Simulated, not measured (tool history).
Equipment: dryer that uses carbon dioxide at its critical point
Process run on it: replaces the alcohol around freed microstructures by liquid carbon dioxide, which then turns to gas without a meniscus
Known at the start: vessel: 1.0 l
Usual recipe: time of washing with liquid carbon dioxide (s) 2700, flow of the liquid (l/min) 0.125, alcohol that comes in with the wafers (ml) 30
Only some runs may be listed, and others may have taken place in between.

run     day  time of washing with liquid carbon dioxide (s)  flow of the liquid (l/min)  alcohol that comes in with the wafers (ml)  alcohol left in the vessel before it's heated (ppm by volume)
  1       0                                            2700                       0.125                                          30                                                            945
  2   0.358                                            2100                       0.125                                          30                                                           1923
      0.646  -- inlet filter changed
  3   0.804                                            2700                       0.125                                          30                                                            654
  4   1.429                                            2700                       0.125                                          30                                                            665
  5    2.05                                            2700                       0.125                                          30                                                            695
  6   2.579                                            2700                       0.125                                          30                                                            684
  7   3.167                                            2700                       0.125                                          30                                                            692
  8   3.625                                            2700                       0.125                                          30                                                            713
  9   4.212                                            2700                       0.125                                          72                                                           1433
 10   4.658                                            2940                       0.125                                          72                                                           1106
 11    5.25                                            2940                       0.125                                          72                                                           1129
 12     5.9                                            2940                       0.125                                          72                                                           1153
 13   6.221                                            2940                       0.125                                          72                                                           1157
 14   6.562                                            2940                       0.125                                          72                                                           1129
 15   7.158                                            2940                       0.125                                          72                                                           1197
 16   7.625                                            2160                       0.125                                          23                                                           1198
 17     8.1                                            2160                       0.125                                          23                                                           1227
 18   8.567                                            2040                       0.098                                          24                                                           2629
 19   9.012                                            2040                       0.097                                         109                                                          11660
 20    9.65                                            1920                       0.097                                          28                                                           3491
      9.829  -- purifier's bed changed
 21  10.158                                            1920                       0.097                                          28                                                           3335
 22  10.575                                            3060                       0.159                                          21                                                             81
 23  11.033                                            3060                       0.159                                          21                                                            102
 24  11.571                                            3060                       0.159                                          21                                                            108
 25  11.975                                            3060                       0.159                                          21                                                            104
 26  12.608                                            3060                       0.159                                          21                                                            114

Branching from run 26: 5 alternative next runs. What would each branch give?
  A  13.004                                            2700                       0.179                                          30                                                              ?
  B  13.004                                            1860                       0.171                                          31                                                              ?
  C  13.004                                            3420                       0.189                                         102                                                              ?
  D  13.004                                            3660                       0.117                                          64                                                              ?
  E  13.004                                            3060                       0.139                                          25                                                              ?

run  alcohol left in the vessel before it's heated (ppm by volume)
  A                                                            143
  B                                                            886
  C                                                            100
  D                                                            539
  E                                                            237
Take away the tool's hidden state, keep each run's random variation, and the runs would have read:
run  alcohol left in the vessel before it's heated (ppm by volume)
  A                                                             70
  B                                                            622
  C                                                             42
  D                                                            333
  E                                                            139
